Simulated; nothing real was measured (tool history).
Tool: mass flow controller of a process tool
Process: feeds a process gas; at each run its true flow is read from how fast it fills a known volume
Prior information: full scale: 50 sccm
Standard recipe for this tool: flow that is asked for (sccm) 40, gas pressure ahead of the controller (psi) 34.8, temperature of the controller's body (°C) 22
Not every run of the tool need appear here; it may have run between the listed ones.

run,hour,flow that is asked for (sccm),gas pressure ahead of the controller (psi),temperature of the controller's body (°C),true flow (%)
1,0,40,34.8,22,100.38
2,130.8,40,34.8,22,100.41
3,262.8,40,34.8,22,100.39
4,459,40,34.8,22,100.39
5,594.1,40,34.8,22,100.41
6,749.5,40,34.8,22,100.42
7,850.7,40,34.8,22,100.47
8,1055.6,40,34.8,22,100.51
9,1242.7,7,34.8,22,99.82
10,1328.2,40,39.2,22,100.61

Run 11 comes next. What will it give?
11,1503.7,19,32.9,33,?

{"run 11": {"true flow (%)": 99.09}}
With the hidden condition absent and the run-to-run variation left alone, this run would have shown true flow (%) 99.08.

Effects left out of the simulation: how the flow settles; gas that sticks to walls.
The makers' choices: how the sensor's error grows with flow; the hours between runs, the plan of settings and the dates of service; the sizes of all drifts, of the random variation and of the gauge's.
